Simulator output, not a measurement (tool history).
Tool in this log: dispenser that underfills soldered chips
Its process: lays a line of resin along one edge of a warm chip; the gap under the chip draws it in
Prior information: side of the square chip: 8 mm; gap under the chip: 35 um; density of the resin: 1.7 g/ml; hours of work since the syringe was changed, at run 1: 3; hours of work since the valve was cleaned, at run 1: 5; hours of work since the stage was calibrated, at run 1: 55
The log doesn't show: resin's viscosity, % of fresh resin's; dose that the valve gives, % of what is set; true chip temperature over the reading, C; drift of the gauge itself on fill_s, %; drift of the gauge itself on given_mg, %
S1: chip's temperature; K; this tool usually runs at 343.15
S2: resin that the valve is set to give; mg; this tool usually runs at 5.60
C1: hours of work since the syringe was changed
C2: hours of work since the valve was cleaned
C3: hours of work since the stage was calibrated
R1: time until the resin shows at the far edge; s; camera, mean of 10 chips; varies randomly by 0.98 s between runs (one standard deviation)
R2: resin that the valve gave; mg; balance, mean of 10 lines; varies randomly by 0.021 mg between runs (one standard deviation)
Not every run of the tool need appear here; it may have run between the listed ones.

| run | hour | S1 | S2 | C1 | C2 | C3 | R1 | R2 |
|---|---|---|---|---|---|---|---|---|
| 1 | 0.0 | 343.15 | 5.60 | 3 | 5 | 55 | 112.2 | 5.54 |
| 2 | 4.6 | 343.15 | 5.60 | 7 | 9 | 59 | 140.8 | 5.60 |
|  | 5.8 | new syringe of resin |
| 3 | 10.2 | 343.15 | 5.60 | 3 | 13 | 63 | 115.3 | 5.54 |
| 4 | 12.9 | 343.15 | 5.60 | 5 | 15 | 65 | 130.6 | 5.52 |
|  | 15.7 | new syringe of resin |
| 5 | 17.0 | 343.15 | 5.60 | 1 | 18 | 68 | 98.5 | 5.50 |
| 6 | 20.1 | 343.15 | 5.60 | 3 | 20 | 70 | 115.2 | 5.50 |
| 7 | 23.0 | 343.15 | 5.60 | 6 | 22 | 73 | 133.9 | 5.48 |
|  | 25.2 | new syringe of resin |
| 8 | 25.6 | 343.15 | 5.60 | 0 | 24 | 74 | 93.2 | 5.53 |
| 9 | 27.9 | 343.15 | 5.60 | 2 | 26 | 76 | 105.7 | 5.54 |
| 10 | 30.5 | 343.15 | 5.60 | 4 | 28 | 78 | 121.6 | 5.44 |
| 11 | 33.4 | 343.15 | 5.95 | 6 | 30 | 80 | 136.3 | 5.79 |
|  | 35.1 | new syringe of resin |
| 12 | 37.0 | 353.15 | 5.60 | 1 | 33 | 83 | 71.1 | 5.46 |
| 13 | 40.1 | 343.15 | 5.48 | 4 | 35 | 85 | 118.0 | 5.32 |
| 14 | 43.2 | 343.15 | 5.48 | 6 | 37 | 88 | 138.0 | 5.35 |
|  | 45.0 | new syringe of resin |
| 15 | 47.1 | 343.15 | 5.60 | 2 | 40 | 90 | 101.2 | 5.41 |
| 16 | 50.4 | 343.15 | 5.60 | 4 | 43 | 93 | 119.2 | 5.44 |
| 17 | 53.4 | 343.15 | 6.59 | 7 | 45 | 95 | 133.6 | 6.35 |
|  | 54.8 | new syringe of resin |
| 18 | 58.1 | 343.15 | 6.59 | 3 | 48 | 99 | 106.5 | 6.36 |
| 19 | 63.2 | 330.15 | 4.95 | 6 | 52 | 103 | 232.4 | 4.74 |
|  | 64.5 | new syringe of resin |
| 20 | 67.1 | 332.15 | 5.60 | 2 | 55 | 105 | 153.7 | 5.37 |
| 21 | 69.4 | 358.15 | 5.60 | 4 | 57 | 107 | 71.3 | 5.37 |
| 22 | 73.0 | 331.15 | 5.52 | 7 | 60 | 110 | 213.8 | 5.31 |
|  | 74.3 | new syringe of resin |
| 23 | 78.6 | 352.15 | 6.34 | 3 | 64 | 114 | 82.7 | 6.07 |
| 24 | 81.7 | 347.15 | 5.32 | 6 | 66 | 116 | 118.2 | 5.07 |
|  | 84.2 | new syringe of resin |
| 25 | 87.5 | 332.15 | 4.95 | 3 | 70 | 121 | 166.8 | 4.72 |
| 26 | 91.2 | 336.15 | 5.60 | 5 | 73 | 124 | 165.4 | 5.32 |
|  | 93.9 | new syringe of resin |
| 27 | 95.5 | 336.15 | 5.60 | 1 | 76 | 127 | 122.6 | 5.30 |
| 28 | 100.3 | 336.15 | 5.60 | 5 | 80 | 130 | 161.2 | 5.31 |
|  | 103.8 | new syringe of resin |
| 29 | 104.9 | 332.15 | 5.60 | 1 | 83 | 134 | 141.1 | 5.28 |
| 30 | 107.4 | 343.15 | 5.58 | 3 | 85 | 136 | 107.4 | 5.25 |
| 31 | 110.8 | 355.15 | 6.12 | 5 | 88 | 138 | 82.6 | 5.72 |
|  | 113.4 | new syringe of resin |
| 32 | 115.0 | 330.15 | 6.12 | 1 | 91 | 141 | 160.2 | 5.74 |
| 33 | 117.3 | 343.15 | 6.00 | 3 | 93 | 143 | 111.1 | 5.60 |
| 34 | 120.3 | 350.15 | 6.01 | 5 | 95 | 145 | 100.0 | 5.64 |
|  | 123.1 | new syringe of resin |
| 35 | 126.1 | 350.15 | 6.01 | 2 | 99 | 150 | 83.0 | 5.55 |
| 36 | 129.5 | 349.15 | 5.67 | 5 | 102 | 152 | 101.3 | 5.27 |

Each row is a separate what-if for the run after 36, all from the same tool condition, not one after another. Results?
|  | 132.9 | new syringe of resin |
| A | 132.9 | 343.15 | 5.18 | 0 | 104 | 155 | ? | ? |
|  | 132.9 | new syringe of resin |
| B | 132.9 | 342.15 | 5.05 | 0 | 104 | 155 | ? | ? |
|  | 132.9 | new syringe of resin |
| C | 132.9 | 332.15 | 6.34 | 0 | 104 | 155 | ? | ? |
|  | 132.9 | new syringe of resin |
| D | 132.9 | 345.15 | 6.24 | 0 | 104 | 155 | ? | ? |

| run | R1 | R2 |
|---|---|---|
| A | 96.5 | 4.84 |
| B | 99.0 | 4.69 |
| C | 136.6 | 5.91 |
| D | 85.9 | 5.79 |
What these runs would have given with no unlogged condition in the tool:
| run | R1 | R2 |
|---|---|---|
| A | 95.3 | 5.21 |
| B | 97.6 | 5.05 |
| C | 136.9 | 6.36 |
| D | 85.8 | 6.23 |
